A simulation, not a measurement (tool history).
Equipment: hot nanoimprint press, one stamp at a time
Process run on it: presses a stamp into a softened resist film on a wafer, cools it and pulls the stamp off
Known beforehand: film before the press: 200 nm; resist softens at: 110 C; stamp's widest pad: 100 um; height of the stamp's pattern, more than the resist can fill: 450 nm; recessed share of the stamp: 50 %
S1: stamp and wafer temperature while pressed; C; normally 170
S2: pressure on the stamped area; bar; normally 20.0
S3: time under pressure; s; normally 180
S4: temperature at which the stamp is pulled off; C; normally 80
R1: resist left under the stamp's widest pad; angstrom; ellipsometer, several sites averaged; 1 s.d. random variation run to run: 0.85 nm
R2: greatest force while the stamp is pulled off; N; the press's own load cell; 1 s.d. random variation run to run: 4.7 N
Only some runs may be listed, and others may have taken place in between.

run     day   S1    S2   S3  S4    R1   R2
  1   0.000  170  20.0  180  80  1184  242
  2   0.633  170  20.0  180  80  1172  250
  3   1.300  170  20.0  180  80  1183  253
  4   2.079  170  20.0  180  80  1172  259
  5   2.875  170  20.0  180  80  1181  263
  6   3.454  170  20.0  180  80  1165  266
  7   4.067  170  20.0  180  80  1175  271
  8   4.788  172  20.0  180  80  1083  276
      5.650  -- stamp cleaned and given a new release coat
  9   5.775  172  20.0  180  80  1089  238
 10   6.546  172  20.0  180  80  1086  241
 11   7.183  170  20.0  180  80  1192  239
 12   7.917  170  20.0  180  80  1189  247
      8.096  -- plate thermocouple calibrated
 13   8.454  170  20.0  180  80  1211  250
 14   8.862  172  20.0  180  80  1121  238
 15   9.221  172  20.0  180  80  1116  251
 16   9.742  170  18.5  212  80  1178  258
 17  10.321  167  15.0  212  80  1428  263
 18  11.083  177  15.0  295  80   819  257
 19  11.512  178  12.4  104  71  1222  294
     12.071  -- plate thermocouple calibrated, once more
 20  12.346  178  12.4  104  71  1173  286
 21  12.775  170  18.3  322  80   990  274
 22  13.533  170  18.3  322  80   982  282

Run 23 comes next. What will it give?
     14.142  -- stamp cleaned and given a new release coat
 23  14.246  170  18.3  322  80   ?   ?

{"run 23": {"R1": 995, "R2": 237}}
Take away the tool's hidden state, keep the run-to-run variation as it was, and the same run would have given R1 985 angstrom, R2 236 N.

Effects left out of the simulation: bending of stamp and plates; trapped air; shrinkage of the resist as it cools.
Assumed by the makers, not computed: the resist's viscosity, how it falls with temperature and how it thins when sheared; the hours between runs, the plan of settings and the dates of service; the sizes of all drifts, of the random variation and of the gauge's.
